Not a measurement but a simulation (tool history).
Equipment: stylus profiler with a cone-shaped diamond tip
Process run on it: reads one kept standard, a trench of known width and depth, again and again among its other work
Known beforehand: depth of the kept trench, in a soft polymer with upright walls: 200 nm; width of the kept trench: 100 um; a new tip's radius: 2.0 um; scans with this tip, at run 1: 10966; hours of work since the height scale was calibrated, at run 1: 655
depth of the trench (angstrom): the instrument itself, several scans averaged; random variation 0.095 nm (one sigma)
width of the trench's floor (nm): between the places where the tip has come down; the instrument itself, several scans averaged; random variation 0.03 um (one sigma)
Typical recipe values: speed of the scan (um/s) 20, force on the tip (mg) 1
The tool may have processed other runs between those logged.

run	hour	speed of the scan (um/s)	force on the tip (mg)	scans with this tip	hours of work since the height scale was calibrated	depth of the trench (angstrom)	width of the trench's floor (nm)
1	0	20	1	10966	655	2014.1	98090
2	45.2	20	1	11122	679	2016.5	98080
3	88.6	20	1	11271	701	2016.1	98090
4	170.2	20	1	11553	744	2015.7	98100
5	208.7	20	1	11685	765	2015.2	98070
# hour 227.2: new tip fitted, height scale calibrated
6	256.2	8	1	100	15	2014.8	98170
7	335.5	61	1	374	57	2017.4	97730
8	416.7	61	1	653	100	2017.1	97760
9	463.7	61	1	815	125	2014.7	97720
10	540.3	58	1	1079	165	2016.5	97830
11	579.3	8	1	1214	186	2016.9	98220
12	640.7	8	1	1425	218	2015.9	98170
13	701.9	8	1	1636	250	2016.7	98190
14	763.4	61	0.41	1848	283	2008.3	97490
15	839.8	6	1.09	2111	323	2017	98190
16	879.5	25	0.82	2248	344	2012.8	98050
17	934.3	32	1.01	2437	373	2016.4	98030
18	989.5	21	1	2627	402	2016.2	98050
19	1061	30	0.6	2874	440	2010.4	97990
20	1133.4	19	1.32	3123	478	2019.4	98130
21	1192.3	34	2.25	3326	509	2029.2	98060
22	1251.4	34	2.25	3530	540	2025.2	98050
23	1323.8	20	2.73	3779	578	2031.9	98170
24	1362.5	18	2.74	3913	599	2030.1	98090

Here are 5 independent what-if runs from the current tool condition. What would each one return?
A	1403.3	64	0.52	4053	620	?	?
B	1403.3	20	1	4053	620	?	?
C	1403.3	26	1.9	4053	620	?	?
D	1403.3	5	2.74	4053	620	?	?
E	1403.3	74	1	4053	620	?	?

run	depth of the trench (angstrom)	width of the trench's floor (nm)
A	2011.3	97520
B	2015	98070
C	2025.7	98100
D	2032.2	98210
E	2015.6	97660
What these runs would have given with no unlogged condition in the tool:
run	depth of the trench (angstrom)	width of the trench's floor (nm)
A	2011.4	97530
B	2015.1	98080
C	2025.9	98120
D	2032.3	98220
E	2015.7	97670
